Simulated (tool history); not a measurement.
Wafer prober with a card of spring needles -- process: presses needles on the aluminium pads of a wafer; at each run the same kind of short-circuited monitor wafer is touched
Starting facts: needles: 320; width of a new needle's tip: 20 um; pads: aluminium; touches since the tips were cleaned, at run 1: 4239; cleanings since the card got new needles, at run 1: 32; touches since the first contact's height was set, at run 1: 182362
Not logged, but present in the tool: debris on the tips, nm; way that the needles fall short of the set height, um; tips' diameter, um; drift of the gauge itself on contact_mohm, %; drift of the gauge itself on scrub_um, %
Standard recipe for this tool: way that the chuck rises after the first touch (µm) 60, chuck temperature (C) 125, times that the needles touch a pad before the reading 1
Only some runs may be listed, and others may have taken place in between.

run	hour	way that the chuck rises after the first touch (µm)	chuck temperature (C)	times that the needles touch a pad before the reading	touches since the tips were cleaned	cleanings since the card got new needles	touches since the first contact's height was set	resistance of one needle with its contact and lead (mohm)	way that a needle slides on the pad (µm)
1	0	60	125	1	4239	32	182362	292	10.31
# hour 1.6: tips cleaned on abrasive film
2	16	60	125	1	4123	33	186913	291	10.19
# hour 18.2: tips cleaned on abrasive film
3	32.1	60	125	1	3968	34	191474	290	10.26
# hour 33.9: height of the first contact set anew
# hour 35.1: tips cleaned on abrasive film
4	45.1	60	125	1	2846	35	3153	291	10.32
# hour 52.4: tips cleaned on abrasive film
5	60.2	60	125	3	2205	36	7440	290	10.32
# hour 68.5: tips cleaned on abrasive film
6	68.5	60	125	3	0	37	9807	289	10.21
7	83.6	60	119	1	4323	37	14130	284	10.35
# hour 84.8: tips cleaned on abrasive film
8	92.1	60	119	1	2073	38	16515	285	10.34
# hour 100.9: tips cleaned on abrasive film
9	108.1	60	119	1	2066	39	21079	287	10.22
# hour 116.9: tips cleaned on abrasive film
10	122.3	60	119	1	1560	40	25103	291	10.24
# hour 132.7: tips cleaned on abrasive film
11	135.6	69	125	1	840	41	28885	279	11.75
# hour 148.5: tips cleaned on abrasive film
12	151.7	77	125	1	927	42	33462	283	13.17
13	162.5	77	125	1	4008	42	36543	284	13.25
# hour 164.9: tips cleaned on abrasive film
14	178.1	77	125	2	3776	43	40963	281	13.3
# hour 180.9: tips cleaned on abrasive film
15	192.3	66	125	1	3271	44	45013	288	11.3
# hour 197.6: tips cleaned on abrasive film
16	206.3	66	125	1	2466	45	48969	281	11.37
# hour 213.5: tips cleaned on abrasive film
17	221	55	33	1	2161	46	53158	267	9.45
18	228.5	47	125	2	4291	46	55288	302	8.17
# hour 229.3: tips cleaned on abrasive film
19	240.4	66	125	1	3163	47	58666	291	11.15
# hour 246.5: tips cleaned on abrasive film
20	256.6	60	25	1	2895	48	63288	253	10.21
# hour 262.9: tips cleaned on abrasive film
21	268.9	63	79	1	1703	49	66755	274	10.77
# hour 279.6: tips cleaned on abrasive film
22	284.5	74	65	1	1416	50	71210	267	12.66
# hour 295.6: tips cleaned on abrasive film
23	298	74	65	1	702	51	75045	261	12.67
24	310.1	74	91	2	4140	51	78483	268	12.61
# hour 312.5: tips cleaned on abrasive film
25	320.7	63	91	2	2337	52	81495	276	10.75
# hour 328.8: tips cleaned on abrasive film
26	332.9	63	27	3	1168	53	84952	255	10.72
27	341.5	65	125	1	3643	53	87427	284	11.12
# hour 344.7: tips cleaned on abrasive film
28	351.5	55	125	3	1936	54	90249	295	9.4
# hour 361.4: tips cleaned on abrasive film
29	365.8	72	95	1	1252	55	94313	274	12.36
# hour 377.6: tips cleaned on abrasive film
30	381	72	95	1	964	56	98629	275	12.36
31	390.8	76	95	2	3768	56	101433	276	12.96
# hour 394.7: tips cleaned on abrasive film
32	400.8	76	95	2	1752	57	104267	271	12.92

Branching from run 32: 4 alternative next runs. What would each branch give?
# hour 411.3: tips cleaned on abrasive film
A	411.3	63	107	2	0	58	107235	?	?
# hour 411.3: tips cleaned on abrasive film
B	411.3	60	50	1	0	58	107235	?	?
# hour 411.3: tips cleaned on abrasive film
C	411.3	78	31	1	0	58	107235	?	?
# hour 411.3: tips cleaned on abrasive film
D	411.3	76	95	3	0	58	107235	?	?

run	resistance of one needle with its contact and lead (mohm)	way that a needle slides on the pad (µm)
A	286	10.72
B	265	10.31
C	255	13.41
D	272	13.02
Without the tool's hidden state the same runs would have given:
run	resistance of one needle with its contact and lead (mohm)	way that a needle slides on the pad (µm)
A	286	10.72
B	265	10.32
C	254	13.41
D	272	13.02

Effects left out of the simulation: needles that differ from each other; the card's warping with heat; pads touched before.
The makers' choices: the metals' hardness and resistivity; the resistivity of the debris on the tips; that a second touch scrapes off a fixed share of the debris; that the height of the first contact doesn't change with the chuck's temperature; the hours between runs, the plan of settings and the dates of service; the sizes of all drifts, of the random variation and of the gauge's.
